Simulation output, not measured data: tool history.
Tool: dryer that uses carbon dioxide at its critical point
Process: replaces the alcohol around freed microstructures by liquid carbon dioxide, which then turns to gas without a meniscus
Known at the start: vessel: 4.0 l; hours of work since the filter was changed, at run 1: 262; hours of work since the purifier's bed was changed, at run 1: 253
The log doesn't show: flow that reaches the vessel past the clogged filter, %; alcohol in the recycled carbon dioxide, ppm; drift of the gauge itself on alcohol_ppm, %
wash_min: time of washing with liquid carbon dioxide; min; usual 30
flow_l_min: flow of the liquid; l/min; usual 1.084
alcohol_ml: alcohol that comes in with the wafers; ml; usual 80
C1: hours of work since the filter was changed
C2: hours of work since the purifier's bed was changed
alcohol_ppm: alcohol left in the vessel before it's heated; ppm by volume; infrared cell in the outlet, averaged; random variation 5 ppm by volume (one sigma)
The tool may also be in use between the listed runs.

Run 1, hour 0.0: usual settings; C1 262; C2 253. Result: alcohol_ppm 116 ppm by volume.
Run 2, hour 35.5: usual settings; C1 280; C2 271. Result: alcohol_ppm 120 ppm by volume.
Run 3, hour 101.6: usual settings; C1 313; C2 304. Result: alcohol_ppm 120 ppm by volume.
Run 4, hour 154.2: usual settings; C1 339; C2 330. Result: alcohol_ppm 145 ppm by volume.
Run 5, hour 205.8: usual settings but flow_l_min 1.720 l/min; C1 365; C2 356. Result: alcohol_ppm 87 ppm by volume.
Run 6, hour 244.1: usual settings but wash_min 34 min; C1 384; C2 375. Result: alcohol_ppm 119 ppm by volume.
Run 7, hour 290.5: usual settings but flow_l_min 0.790 l/min; C1 407; C2 398. Result: alcohol_ppm 383 ppm by volume.
Run 8, hour 325.3: usual settings but wash_min 21 min; C1 425; C2 415. Result: alcohol_ppm 428 ppm by volume.
Run 9, hour 363.6: usual settings but flow_l_min 1.640 l/min; C1 444; C2 435. Result: alcohol_ppm 117 ppm by volume.
Run 10, hour 407.9: usual settings; C1 466; C2 457. Result: alcohol_ppm 172 ppm by volume.
Run 11, hour 439.6: usual settings; C1 482; C2 472. Result: alcohol_ppm 173 ppm by volume.
Run 12, hour 474.3: usual settings but alcohol_ml 53 ml; C1 499; C2 490. Result: alcohol_ppm 156 ppm by volume.
Run 13, hour 508.1: usual settings; C1 516; C2 507. Result: alcohol_ppm 181 ppm by volume.
Run 14, hour 554.1: usual settings but alcohol_ml 40 ml; C1 539; C2 529. Result: alcohol_ppm 158 ppm by volume.
Run 15, hour 608.8: usual settings but wash_min 19 min, flow_l_min 1.440 l/min, alcohol_ml 20 ml; C1 566; C2 557. Result: alcohol_ppm 173 ppm by volume.
Run 16, hour 640.4: usual settings but wash_min 19 min, flow_l_min 1.440 l/min, alcohol_ml 20 ml; C1 582; C2 572. Result: alcohol_ppm 182 ppm by volume.
At hour 666.0: inlet filter changed.
Run 17, hour 697.0: usual settings but wash_min 23 min, flow_l_min 1.360 l/min, alcohol_ml 20 ml; C1 15; C2 600. Result: alcohol_ppm 152 ppm by volume.
Run 18, hour 761.7: usual settings but wash_min 23 min, flow_l_min 1.580 l/min, alcohol_ml 20 ml; C1 48; C2 632. Result: alcohol_ppm 149 ppm by volume.
Run 19, hour 789.5: usual settings but wash_min 37 min; C1 62; C2 646. Result: alcohol_ppm 166 ppm by volume.
Run 20, hour 840.6: usual settings but wash_min 23 min, flow_l_min 0.700 l/min, alcohol_ml 38 ml; C1 87; C2 672. Result: alcohol_ppm 635 ppm by volume.
Run 21, hour 886.1: usual settings but wash_min 39 min, flow_l_min 0.690 l/min, alcohol_ml 116 ml; C1 110; C2 694. Result: alcohol_ppm 375 ppm by volume.
Run 22, hour 933.8: usual settings but wash_min 29 min, flow_l_min 1.560 l/min, alcohol_ml 116 ml; C1 133; C2 718. Result: alcohol_ppm 176 ppm by volume.
Run 23, hour 985.9: usual settings but alcohol_ml 33 ml; C1 159; C2 744. Result: alcohol_ppm 190 ppm by volume.
Run 24, hour 1029.5: usual settings but alcohol_ml 33 ml; C1 181; C2 766. Result: alcohol_ppm 203 ppm by volume.
Run 25, hour 1084.9: usual settings but wash_min 20 min, alcohol_ml 39 ml; C1 209; C2 793. Result: alcohol_ppm 366 ppm by volume.
Run 26, hour 1121.7: usual settings but wash_min 46 min, alcohol_ml 33 ml; C1 227; C2 812. Result: alcohol_ppm 192 ppm by volume.
Run 27, hour 1179.9: usual settings but wash_min 32 min; C1 256; C2 841. Result: alcohol_ppm 234 ppm by volume.

Some steps in alcohol_ppm between neighbouring runs. How much of each would the tool show without its hidden state too (settings, what came in, random variation), and how much is left for the hidden state, with any gauge scatter that isn't in both results?
Run 6 -> 7: wash_min 34 -> 30, flow_l_min 1.084 -> 0.790. alcohol_ppm +264 ppm by volume: hidden state +61, all else +203.
Run 8 -> 9: wash_min 21 -> 30, flow_l_min 1.084 -> 1.640. alcohol_ppm -311 ppm by volume: hidden state -68, all else -243.
Run 19 -> 20: wash_min 37 -> 23, flow_l_min 1.084 -> 0.700, alcohol_ml 80 -> 38. alcohol_ppm +469 ppm by volume: hidden state +21, all else +448.

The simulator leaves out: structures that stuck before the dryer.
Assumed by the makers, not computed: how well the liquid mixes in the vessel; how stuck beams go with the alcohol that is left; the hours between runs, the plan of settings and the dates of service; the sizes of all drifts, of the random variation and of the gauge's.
